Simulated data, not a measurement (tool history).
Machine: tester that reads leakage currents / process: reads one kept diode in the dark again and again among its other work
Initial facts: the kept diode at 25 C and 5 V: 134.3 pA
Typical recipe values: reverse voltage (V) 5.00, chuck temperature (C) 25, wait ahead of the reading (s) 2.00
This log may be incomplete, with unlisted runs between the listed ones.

run	day	reverse voltage (V)	chuck temperature (C)	wait ahead of the reading (s)	current that the tester gives (pA)
1	0.000	5.00	25	2.00	136.59
2	8.504	7.38	25	2.00	161.41
3	14.779	7.38	25	2.00	161.20
4	21.929	7.38	25	2.00	160.14
5	27.488	7.38	25	2.00	158.87
6	38.054	5.00	25	0.58	131.62
7	44.800	5.00	25	0.58	131.40
# day 45.721: chuck's temperature calibrated
8	49.558	5.00	27	0.58	167.11
9	55.075	5.00	25	2.00	137.36
10	64.162	5.00	25	2.00	136.59
11	70.808	4.90	25	2.00	133.95
# day 71.608: probe card cleaned and baked
12	78.279	5.00	25	2.00	135.74
13	84.571	5.00	36	2.00	356.00
# day 91.479: chuck's temperature calibrated
14	92.471	5.00	36	2.00	373.01
15	99.525	5.00	36	2.00	368.54
16	105.471	5.00	36	2.00	365.71
17	116.229	5.00	36	2.00	362.67
18	121.538	5.00	25	2.00	137.37
19	130.354	5.00	25	2.00	136.08
# day 137.054: probe card cleaned and baked, once more
# day 137.138: chuck's temperature calibrated
20	140.246	5.00	25	2.00	137.09
21	148.904	5.00	25	2.00	135.73
22	156.467	5.00	25	2.00	134.30
23	161.196	8.12	28	7.56	221.32
24	168.867	4.48	28	2.61	165.63
25	174.429	4.48	28	2.61	163.65
# day 182.608: chuck's temperature calibrated
26	185.383	2.84	25	2.00	105.53
27	192.004	1.07	44	7.99	346.56
28	197.100	5.00	25	8.95	136.89
29	206.683	5.00	20	2.00	85.14
30	215.746	9.73	25	2.00	185.84
31	221.988	9.73	25	2.00	184.71
# day 227.900: chuck's temperature calibrated
32	227.900	7.46	32	0.42	326.14
33	232.929	7.46	32	0.42	322.43
# day 242.812: tester calibrated
34	244.333	4.59	25	2.70	129.99

Expected results for the next run?
35	255.088	4.59	25	2.70	?

current that the tester gives (pA): 129.81
Without the tool's hidden state the same run would have given current that the tester gives (pA) 130.53.
